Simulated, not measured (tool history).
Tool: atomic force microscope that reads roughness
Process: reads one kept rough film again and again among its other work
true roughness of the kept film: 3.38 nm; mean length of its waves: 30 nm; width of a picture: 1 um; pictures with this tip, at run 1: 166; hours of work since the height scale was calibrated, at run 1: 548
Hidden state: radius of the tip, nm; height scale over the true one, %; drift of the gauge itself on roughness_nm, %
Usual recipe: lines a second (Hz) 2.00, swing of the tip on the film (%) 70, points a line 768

run,hour,lines a second (Hz),swing of the tip on the film (%),points a line,pictures with this tip,hours of work since the height scale was calibrated,roughness of the kept film (nm (root mean square))
1,0.0,2.00,70,768,166,548,2.501
2,57.2,2.00,77,768,251,589,2.258
# hour 79.2: new tip fitted
3,123.4,2.00,77,768,66,635,2.509
4,188.9,2.00,70,768,164,682,2.459
5,223.5,2.00,70,768,216,706,2.401
# hour 269.8: new tip fitted
6,288.8,2.00,70,768,28,753,2.713
7,347.6,2.00,70,768,116,794,2.575
8,408.4,2.00,70,768,207,838,2.437
9,441.3,2.00,70,768,256,861,2.376
# hour 461.8: new tip fitted
10,512.7,2.00,70,768,76,912,2.648
11,556.8,2.00,72,768,142,943,2.510
12,594.3,2.00,75,768,198,970,2.381
# hour 651.6: new tip fitted
13,662.0,2.00,70,768,15,1017,2.742
14,708.6,2.18,70,768,85,1051,2.574
15,747.9,2.00,70,543,143,1079,2.504
# hour 754.4: height scale calibrated on a step standard
16,813.0,2.00,70,479,239,42,2.383
# hour 847.3: new tip fitted
17,869.3,2.00,70,768,33,81,2.730
18,915.5,2.00,70,768,102,114,2.610
# hour 938.0: height scale calibrated on a step standard, once more
19,946.0,2.00,70,768,146,6,2.510
20,1000.6,2.00,70,998,228,45,2.391
# hour 1038.1: new tip fitted
21,1057.9,0.90,70,407,29,85,2.894
22,1103.7,1.06,79,368,98,118,2.623
23,1168.1,1.06,79,368,194,163,2.460
24,1224.0,2.00,69,1018,278,203,2.364
# hour 1228.7: new tip fitted
25,1292.3,1.66,56,317,95,251,2.787
26,1349.2,1.66,87,496,180,292,2.186
27,1408.5,1.66,87,496,268,334,2.093
# hour 1419.6: new tip fitted
28,1476.2,1.66,87,496,84,382,2.343
29,1535.5,1.66,87,781,173,424,2.222
30,1571.5,1.66,87,781,227,450,2.152
# hour 1609.9: new tip fitted
31,1644.7,0.71,69,567,52,501,2.894
32,1711.9,0.71,69,567,152,549,2.704
33,1762.6,3.30,70,634,228,585,2.224
# hour 1800.0: new tip fitted
34,1830.4,0.83,87,634,46,633,2.678
35,1884.3,1.81,59,259,126,672,2.683
36,1936.8,1.81,65,276,204,709,2.484
37,1986.8,1.81,65,276,279,745,2.388
# hour 1993.0: new tip fitted
38,2053.5,1.08,58,276,90,792,2.830
39,2099.1,1.12,65,814,158,824,2.683

Below are 5 alternative next runs, each starting from the tool's condition after run 39. Predict each:
A,2157.3,0.91,88,576,245,865,?
B,2157.3,1.12,65,292,245,865,?
C,2157.3,1.12,65,589,245,865,?
D,2157.3,0.75,67,790,245,865,?
E,2157.3,0.75,65,404,245,865,?

run,roughness of the kept film (nm (root mean square))
A,2.371
B,2.549
C,2.571
D,2.586
E,2.599
Had the tool no hidden state, the same runs would have come out as:
run,roughness of the kept film (nm (root mean square))
A,2.743
B,2.951
C,2.975
D,2.993
E,3.009
